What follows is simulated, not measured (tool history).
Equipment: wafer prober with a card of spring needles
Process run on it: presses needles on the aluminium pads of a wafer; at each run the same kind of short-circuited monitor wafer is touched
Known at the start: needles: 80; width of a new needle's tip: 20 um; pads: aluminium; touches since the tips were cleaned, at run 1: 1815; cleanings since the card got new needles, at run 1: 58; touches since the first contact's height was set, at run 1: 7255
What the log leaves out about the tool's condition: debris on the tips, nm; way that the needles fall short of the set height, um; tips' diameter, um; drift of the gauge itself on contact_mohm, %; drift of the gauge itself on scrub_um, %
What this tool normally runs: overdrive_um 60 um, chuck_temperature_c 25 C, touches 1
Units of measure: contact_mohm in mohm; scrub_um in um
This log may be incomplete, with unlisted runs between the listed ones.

run    hour  overdrive_um  chuck_temperature_c  touches  touches since the tips were cleaned  cleanings since the card got new needles  touches since the first contact's height was set  contact_mohm  scrub_um
  1     0.0            60                   25        1                                 1815                                        58                                              7255           305     10.28
        6.1  -- tips cleaned on abrasive film
       20.7  -- tips cleaned on abrasive film
       32.9  -- tips cleaned on abrasive film
       47.1  -- tips cleaned on abrasive film
  2    48.4            62                   25        1                                  312                                        62                                             18066           281     10.55
       60.2  -- tips cleaned on abrasive film
       74.0  -- tips cleaned on abrasive film
       88.8  -- tips cleaned on abrasive film
  3    98.2            60                   25        1                                 2096                                        65                                             29186           319     10.29
      101.2  -- tips cleaned on abrasive film
      114.9  -- tips cleaned on abrasive film
  4   122.7            60                   25        1                                 1759                                        67                                             34673           310     10.00
      128.3  -- tips cleaned on abrasive film
      141.8  -- tips cleaned on abrasive film
      155.4  -- tips cleaned on abrasive film
  5   157.5            60                   25        1                                  470                                        70                                             42424           280     10.15
      169.7  -- tips cleaned on abrasive film
      183.9  -- tips cleaned on abrasive film
      198.9  -- tips cleaned on abrasive film
  6   200.2            60                   25        1                                  278                                        73                                             51962           277     10.00
      212.9  -- tips cleaned on abrasive film
      226.7  -- tips cleaned on abrasive film
  7   237.1            60                   25        1                                 2331                                        75                                             60221           323      9.95
      240.2  -- tips cleaned on abrasive film
      252.9  -- tips cleaned on abrasive film
      266.5  -- tips cleaned on abrasive film
  8   275.3            60                   25        1                                 1983                                        78                                             68762           314      9.85
      281.5  -- tips cleaned on abrasive film
      296.1  -- tips cleaned on abrasive film
  9   298.5            60                   25        1                                  548                                        80                                             73934           289     10.04
      309.3  -- tips cleaned on abrasive film
      323.6  -- tips cleaned on abrasive film
      337.8  -- tips cleaned on abrasive film
 10   340.6            60                   25        1                                  630                                        83                                             83336           293      9.72
      352.6  -- tips cleaned on abrasive film
      364.8  -- tips cleaned on abrasive film
 11   370.6            60                   25        1                                 1312                                        85                                             90045           312      9.74
      379.8  -- tips cleaned on abrasive film
      394.6  -- tips cleaned on abrasive film
      408.1  -- tips cleaned on abrasive film
 12   411.4            60                   25        1                                  736                                        88                                             99145           297      9.94
      422.0  -- tips cleaned on abrasive film
 13   431.5            60                   25        1                                 2158                                        89                                            103665           323     10.04
      434.7  -- tips cleaned on abrasive film
      448.9  -- tips cleaned on abrasive film
      464.1  -- tips cleaned on abrasive film
 14   474.6            60                   25        1                                 2358                                        92                                            113277           333      9.80
      477.3  -- tips cleaned on abrasive film
      490.7  -- tips cleaned on abrasive film
      505.7  -- tips cleaned on abrasive film
 15   517.5            52                   25        1                                 2662                                        95                                            122870           357      8.19
      520.6  -- tips cleaned on abrasive film
      534.5  -- tips cleaned on abrasive film
      548.1  -- tips cleaned on abrasive film
 16   550.7            67                   43        1                                  588                                        98                                            130269           289     10.82
      561.6  -- tips cleaned on abrasive film
      573.9  -- tips cleaned on abrasive film
      588.8  -- tips cleaned on abrasive film
 17   599.6            60                   52        1                                 2447                                       101                                            141218           339      9.53
      602.8  -- tips cleaned on abrasive film
      617.2  -- tips cleaned on abrasive film
      630.6  -- tips cleaned on abrasive film
      643.5  -- tips cleaned on abrasive film
 18   643.5            60                   52        1                                    0                                       105                                            151009           280      9.65
      658.2  -- tips cleaned on abrasive film
      672.5  -- tips cleaned on abrasive film
 19   674.2            73                   54        1                                  376                                       107                                            157859           279     11.46
      686.2  -- tips cleaned on abrasive film
      699.6  -- tips cleaned on abrasive film
 20   707.6            73                   54        1                                 1797                                       109                                            165327           309     11.67
      713.2  -- tips cleaned on abrasive film
      727.0  -- tips cleaned on abrasive film
 21   734.6            73                   50        2                                 1700                                       111                                            171355           292     11.62
      740.7  -- tips cleaned on abrasive film
      753.5  -- tips cleaned on abrasive film
      767.9  -- tips cleaned on abrasive film
      777.2  -- height of the first contact set anew
      780.3  -- tips cleaned on abrasive film
 22   780.7            58                   29        2                                   69                                       115                                               748           267     10.06
      794.0  -- tips cleaned on abrasive film
      808.8  -- tips cleaned on abrasive film
 23   811.7            64                   45        1                                  657                                       117                                              7683           291     11.15
      822.7  -- tips cleaned on abrasive film
      836.4  -- tips cleaned on abrasive film
      850.8  -- tips cleaned on abrasive film
 24   853.4            64                   45        1                                  600                                       120                                             17010           295     10.78
      865.2  -- tips cleaned on abrasive film
 25   874.1            61                   37        2                                 1996                                       121                                             21629           304     10.15
      879.9  -- tips cleaned on abrasive film
      894.4  -- tips cleaned on abrasive film
      907.9  -- tips cleaned on abrasive film
 26   916.0            61                   37        2                                 1821                                       124                                             30994           297     10.28
      920.3  -- tips cleaned on abrasive film
      935.3  -- tips cleaned on abrasive film
      950.0  -- tips cleaned on abrasive film
 27   953.8            61                   44        1                                  869                                       127                                             39449           307      9.94
      962.4  -- tips cleaned on abrasive film
      977.3  -- tips cleaned on abrasive film
      991.8  -- tips cleaned on abrasive film
 28  1000.3            46                   25        3                                 1902                                       130                                             49827           308      7.62
     1006.2  -- tips cleaned on abrasive film
     1021.4  -- tips cleaned on abrasive film
 29  1023.9            46                   25        3                                  558                                       132                                             55100           292      7.67

3 ways to go on from here, each from the tool as it stands after run 29. What would each give?
     1036.1  -- tips cleaned on abrasive film
     1049.3  -- tips cleaned on abrasive film
  A  1049.8            76                   99        1                                  129                                       134                                             60894             ?         ?
     1036.1  -- tips cleaned on abrasive film
     1049.3  -- tips cleaned on abrasive film
  B  1049.8            70                   80        1                                  129                                       134                                             60894             ?         ?
     1036.1  -- tips cleaned on abrasive film
     1049.3  -- tips cleaned on abrasive film
  C  1049.8            75                   30        1                                  129                                       134                                             60894             ?         ?

run  contact_mohm  scrub_um
  A           288     12.60
  B           286     11.80
  C           271     12.50
Had the tool no hidden state, the same runs would have come out as:
run  contact_mohm  scrub_um
  A           275     12.92
  B           271     12.13
  C           257     12.82
